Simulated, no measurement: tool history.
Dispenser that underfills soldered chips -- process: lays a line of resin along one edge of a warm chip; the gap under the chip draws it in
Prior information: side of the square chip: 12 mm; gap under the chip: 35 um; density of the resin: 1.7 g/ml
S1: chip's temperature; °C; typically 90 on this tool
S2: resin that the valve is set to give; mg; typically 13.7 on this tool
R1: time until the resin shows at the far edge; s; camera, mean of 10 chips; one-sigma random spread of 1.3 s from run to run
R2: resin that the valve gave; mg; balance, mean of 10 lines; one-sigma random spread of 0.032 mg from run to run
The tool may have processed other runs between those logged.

run   hour   S1    S2     R1     R2
  1    0.0   90  13.7  135.3  13.31
  2   10.5   90  13.7  192.3  13.23
  3   14.8   91  13.7  217.1  13.19
      15.7  -- new syringe of resin
      16.7  -- dispensing valve cleaned and set on the balance
  4   25.1   91  13.7  166.9  13.62
      33.4  -- new syringe of resin
  5   33.4   91  13.7  123.6  13.55
  6   39.0   85  13.7  198.9  13.49
  7   45.0   85  13.7  252.2  13.48
      50.6  -- new syringe of resin
  8   52.5  105  13.7   73.0  13.33
  9   57.6  105  13.7   88.8  13.32
      67.4  -- new syringe of resin
 10   68.3   96  13.7  101.2  13.26
 11   76.4   96  13.7  137.2  13.22
      84.6  -- dispensing valve cleaned and set on the balance
      85.4  -- new syringe of resin
 12   85.5   79  13.7  213.3  13.70
 13   93.2   79  13.7  281.4  13.71
 14   99.0   79  13.7  345.7  13.65
     102.3  -- new syringe of resin
 15  106.1   90  13.7  149.6  13.53
 16  115.8   87  13.7  246.5  13.44
     119.1  -- new syringe of resin
 17  124.9   95  15.4  127.1  15.11
 18  130.5   91  15.0  186.8  14.64
     136.6  -- new syringe of resin
 19  137.5   84  14.7  180.3  14.36
 20  144.2   93  13.5  153.8  13.12
 21  149.6   91  13.4  207.0  12.92
     152.7  -- dispensing valve cleaned and set on the balance
     154.3  -- new syringe of resin
 22  155.7   77  16.9  251.7  16.85
 23  164.0  102  17.2  109.8  17.14
 24  168.9   84  17.6  291.9  17.48
     171.8  -- new syringe of resin
 25  178.5   83  16.3  224.6  16.04
 26  187.9   90  16.7  235.5  16.45
     189.1  -- new syringe of resin
 27  192.8   90  16.7  147.6  16.33
 28  197.1   90  13.0  175.8  12.70
     206.0  -- new syringe of resin
 29  206.2   81  13.6  207.2  13.25
 30  212.3   81  13.6  254.8  13.21
     221.0  -- dispensing valve cleaned and set on the balance
 31  223.4  101  12.2  150.3  12.26
     224.6  -- new syringe of resin
 32  229.8   76  13.5  313.1  13.51

The logged runs with the hidden state left out (each run's random variation unchanged):
The hidden state here: resin's viscosity, % of fresh resin's; dose that the valve gives, % of what is set; true chip temperature over the reading, C; drift of the gauge itself on fill_s, %; drift of the gauge itself on given_mg, %.
run     R1     R2
  1  127.1  13.69
  2  123.7  13.69
  3  119.2  13.68
  4  118.5  13.73
  5  118.6  13.72
  6  155.4  13.70
  7  158.8  13.74
  8   64.8  13.64
  9   65.6  13.67
 10   94.6  13.68
 11   95.6  13.71
 12  204.7  13.67
 13  204.7  13.74
 14  203.8  13.74
 15  123.6  13.66
 16  143.2  13.64
 17   97.7  15.42
 18  117.1  14.99
 19  162.1  14.76
 20  108.8  13.53
 21  120.2  13.36
 22  221.3  16.86
 23   72.0  17.24
 24  159.6  17.63
 25  165.9  16.26
 26  124.3  16.77
 27  122.0  16.69
 28  124.2  13.01
 29  191.8  13.64
 30  189.3  13.65
 31   78.5  12.22
 32  241.7  13.51
